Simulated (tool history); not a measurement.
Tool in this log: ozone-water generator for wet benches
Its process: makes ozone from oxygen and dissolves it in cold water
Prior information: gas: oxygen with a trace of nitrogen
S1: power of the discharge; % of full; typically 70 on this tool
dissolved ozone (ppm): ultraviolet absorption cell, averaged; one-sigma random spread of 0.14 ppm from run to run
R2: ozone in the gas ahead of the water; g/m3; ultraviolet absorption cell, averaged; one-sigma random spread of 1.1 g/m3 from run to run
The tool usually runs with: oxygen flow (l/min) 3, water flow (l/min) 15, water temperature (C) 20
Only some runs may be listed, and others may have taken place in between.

{"run": 1, "hour": 0.0, "S1": 70, "oxygen flow (l/min)": 3, "water flow (l/min)": 15, "water temperature (C)": 20, "dissolved ozone (ppm)": 14.4, "R2": 190}
{"run": 2, "hour": 28.1, "S1": 70, "oxygen flow (l/min)": 3, "water flow (l/min)": 15, "water temperature (C)": 20, "dissolved ozone (ppm)": 14.4, "R2": 190.7}
{"run": 3, "hour": 65.1, "S1": 70, "oxygen flow (l/min)": 4.43, "water flow (l/min)": 15, "water temperature (C)": 20, "dissolved ozone (ppm)": 13.7, "R2": 143.1}
{"run": 4, "hour": 93.1, "S1": 70, "oxygen flow (l/min)": 3, "water flow (l/min)": 15, "water temperature (C)": 19, "dissolved ozone (ppm)": 14.5, "R2": 190.1}
{"run": 5, "hour": 117.5, "S1": 70, "oxygen flow (l/min)": 3, "water flow (l/min)": 15, "water temperature (C)": 19, "dissolved ozone (ppm)": 14.5, "R2": 189.3}
{"run": 6, "hour": 141.3, "S1": 70, "oxygen flow (l/min)": 3, "water flow (l/min)": 19, "water temperature (C)": 19, "dissolved ozone (ppm)": 11.3, "R2": 187.8}
{"run": 7, "hour": 167.3, "S1": 70, "oxygen flow (l/min)": 3, "water flow (l/min)": 19, "water temperature (C)": 19, "dissolved ozone (ppm)": 11.3, "R2": 190.4}
{"run": 8, "hour": 191.0, "S1": 70, "oxygen flow (l/min)": 3, "water flow (l/min)": 16, "water temperature (C)": 20, "dissolved ozone (ppm)": 13.4, "R2": 190.4}
{"run": 9, "hour": 221.7, "S1": 41, "oxygen flow (l/min)": 1.59, "water flow (l/min)": 9, "water temperature (C)": 14, "dissolved ozone (ppm)": 20.2, "R2": 218.8}
{"run": 10, "hour": 253.5, "S1": 41, "oxygen flow (l/min)": 1.59, "water flow (l/min)": 9, "water temperature (C)": 14, "dissolved ozone (ppm)": 20.2, "R2": 218.8}
{"run": 11, "hour": 271.6, "S1": 41, "oxygen flow (l/min)": 1.59, "water flow (l/min)": 9, "water temperature (C)": 14, "dissolved ozone (ppm)": 20.3, "R2": 218.2}
{"run": 12, "hour": 305.5, "S1": 41, "oxygen flow (l/min)": 1.59, "water flow (l/min)": 9, "water temperature (C)": 14, "dissolved ozone (ppm)": 20.1, "R2": 217.8}
{"run": 13, "hour": 321.2, "S1": 41, "oxygen flow (l/min)": 1.59, "water flow (l/min)": 9, "water temperature (C)": 14, "dissolved ozone (ppm)": 20.1, "R2": 218.5}
{"run": 14, "hour": 345.2, "S1": 41, "oxygen flow (l/min)": 4.03, "water flow (l/min)": 11, "water temperature (C)": 20, "dissolved ozone (ppm)": 13.5, "R2": 114}
{"run": 15, "hour": 367.2, "S1": 85, "oxygen flow (l/min)": 3.15, "water flow (l/min)": 14, "water temperature (C)": 15, "dissolved ozone (ppm)": 17.9, "R2": 203.1}
{"run": 16, "hour": 384.9, "S1": 74, "oxygen flow (l/min)": 1.84, "water flow (l/min)": 24, "water temperature (C)": 20, "dissolved ozone (ppm)": 8.3, "R2": 272.1}

Branching from run 16: 5 alternative next runs. What would each branch give?
{"run": "A", "hour": 405.8, "S1": 74, "oxygen flow (l/min)": 1.84, "water flow (l/min)": 11, "water temperature (C)": 20, "dissolved ozone (ppm)": "?", "R2": "?"}
{"run": "B", "hour": 405.8, "S1": 53, "oxygen flow (l/min)": 3, "water flow (l/min)": 11, "water temperature (C)": 27, "dissolved ozone (ppm)": "?", "R2": "?"}
{"run": "C", "hour": 405.8, "S1": 70, "oxygen flow (l/min)": 3, "water flow (l/min)": 10, "water temperature (C)": 18, "dissolved ozone (ppm)": "?", "R2": "?"}
{"run": "D", "hour": 405.8, "S1": 43, "oxygen flow (l/min)": 3.38, "water flow (l/min)": 17, "water temperature (C)": 20, "dissolved ozone (ppm)": "?", "R2": "?"}
{"run": "E", "hour": 405.8, "S1": 85, "oxygen flow (l/min)": 1.84, "water flow (l/min)": 10, "water temperature (C)": 26, "dissolved ozone (ppm)": "?", "R2": "?"}

run=A dissolved_ozone_(ppm)=21 R2=274.9
run=B dissolved_ozone_(ppm)=14.8 R2=162
run=C dissolved_ozone_(ppm)=22.1 R2=188.4
run=D dissolved_ozone_(ppm)=9.5 R2=133.3
run=E dissolved_ozone_(ppm)=23.4 R2=295.2
Without the tool's hidden state the same runs would have given:
run=A dissolved_ozone_(ppm)=22.5 R2=288.7
run=B dissolved_ozone_(ppm)=15.7 R2=168.6
run=C dissolved_ozone_(ppm)=23.6 R2=197.6
run=D dissolved_ozone_(ppm)=10.1 R2=137.9
run=E dissolved_ozone_(ppm)=25.2 R2=311.2

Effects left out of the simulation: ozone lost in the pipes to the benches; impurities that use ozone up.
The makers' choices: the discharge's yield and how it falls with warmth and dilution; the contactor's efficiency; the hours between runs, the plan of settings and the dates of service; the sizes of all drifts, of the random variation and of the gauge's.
